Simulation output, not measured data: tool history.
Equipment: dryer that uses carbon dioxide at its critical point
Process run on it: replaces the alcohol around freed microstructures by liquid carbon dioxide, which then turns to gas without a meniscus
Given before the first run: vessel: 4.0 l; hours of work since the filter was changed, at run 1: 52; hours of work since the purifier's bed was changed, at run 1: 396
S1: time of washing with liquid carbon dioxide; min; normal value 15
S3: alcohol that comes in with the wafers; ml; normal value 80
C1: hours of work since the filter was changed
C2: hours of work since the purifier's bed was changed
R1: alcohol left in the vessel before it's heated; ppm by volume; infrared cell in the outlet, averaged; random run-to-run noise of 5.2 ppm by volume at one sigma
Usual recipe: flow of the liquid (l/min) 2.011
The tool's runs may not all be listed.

{"run": 1, "day": 0.0, "S1": 15, "flow of the liquid (l/min)": 2.011, "S3": 80, "C1": 52, "C2": 396, "R1": 148}
{"run": 2, "day": 0.8, "S1": 15, "flow of the liquid (l/min)": 2.011, "S3": 80, "C1": 61, "C2": 405, "R1": 161}
{"run": 3, "day": 2.012, "S1": 15, "flow of the liquid (l/min)": 2.011, "S3": 80, "C1": 74, "C2": 418, "R1": 171}
{"run": 4, "day": 2.779, "S1": 22, "flow of the liquid (l/min)": 2.011, "S3": 80, "C1": 83, "C2": 426, "R1": 64}
{"run": 5, "day": 3.962, "S1": 22, "flow of the liquid (l/min)": 2.011, "S3": 80, "C1": 95, "C2": 439, "R1": 69}
{"run": 6, "day": 5.071, "S1": 22, "flow of the liquid (l/min)": 2.011, "S3": 80, "C1": 108, "C2": 451, "R1": 66}
{"run": 7, "day": 5.746, "S1": 22, "flow of the liquid (l/min)": 2.011, "S3": 80, "C1": 115, "C2": 459, "R1": 66}
{"run": 8, "day": 6.533, "S1": 22, "flow of the liquid (l/min)": 2.011, "S3": 80, "C1": 124, "C2": 467, "R1": 76}
{"run": 9, "day": 7.154, "S1": 22, "flow of the liquid (l/min)": 2.011, "S3": 80, "C1": 130, "C2": 474, "R1": 67}
{"run": 10, "day": 8.283, "S1": 22, "flow of the liquid (l/min)": 2.011, "S3": 80, "C1": 143, "C2": 486, "R1": 78}
{"run": 11, "day": 9.462, "S1": 22, "flow of the liquid (l/min)": 2.011, "S3": 80, "C1": 156, "C2": 499, "R1": 88}
{"run": 12, "day": 10.483, "S1": 22, "flow of the liquid (l/min)": 2.011, "S3": 80, "C1": 167, "C2": 510, "R1": 79}
{"run": 13, "day": 11.371, "S1": 22, "flow of the liquid (l/min)": 2.011, "S3": 80, "C1": 176, "C2": 520, "R1": 79}
{"run": 14, "day": 12.0, "S1": 22, "flow of the liquid (l/min)": 2.011, "S3": 80, "C1": 183, "C2": 527, "R1": 78}
{"run": 15, "day": 13.158, "S1": 22, "flow of the liquid (l/min)": 2.011, "S3": 80, "C1": 196, "C2": 540, "R1": 89}
{"run": 16, "day": 13.754, "S1": 22, "flow of the liquid (l/min)": 2.011, "S3": 80, "C1": 202, "C2": 546, "R1": 84}
{"run": 17, "day": 14.379, "S1": 15, "flow of the liquid (l/min)": 2.011, "S3": 69, "C1": 209, "C2": 553, "R1": 218}
{"run": 18, "day": 15.408, "S1": 15, "flow of the liquid (l/min)": 2.011, "S3": 80, "C1": 221, "C2": 564, "R1": 242}
{"run": 19, "day": 16.462, "S1": 15, "flow of the liquid (l/min)": 2.011, "S3": 80, "C1": 232, "C2": 576, "R1": 251}
{"run": 20, "day": 17.675, "S1": 15, "flow of the liquid (l/min)": 2.011, "S3": 80, "C1": 245, "C2": 589, "R1": 252}
{"day": 18.333, "done": "inlet filter changed"}
{"run": 21, "day": 18.675, "S1": 15, "flow of the liquid (l/min)": 2.011, "S3": 56, "C1": 4, "C2": 599, "R1": 141}
{"run": 22, "day": 19.596, "S1": 15, "flow of the liquid (l/min)": 2.011, "S3": 56, "C1": 14, "C2": 609, "R1": 133}

What does the tool deliver on the next run?
{"run": 23, "day": 20.517, "S1": 11, "flow of the liquid (l/min)": 2.41, "S3": 41, "C1": 24, "C2": 620, "R1": "?"}

For run 23 the tool returned R1 180 ppm by volume.
The same run, on a tool lacking any hidden state, would have yielded R1 96 ppm by volume.
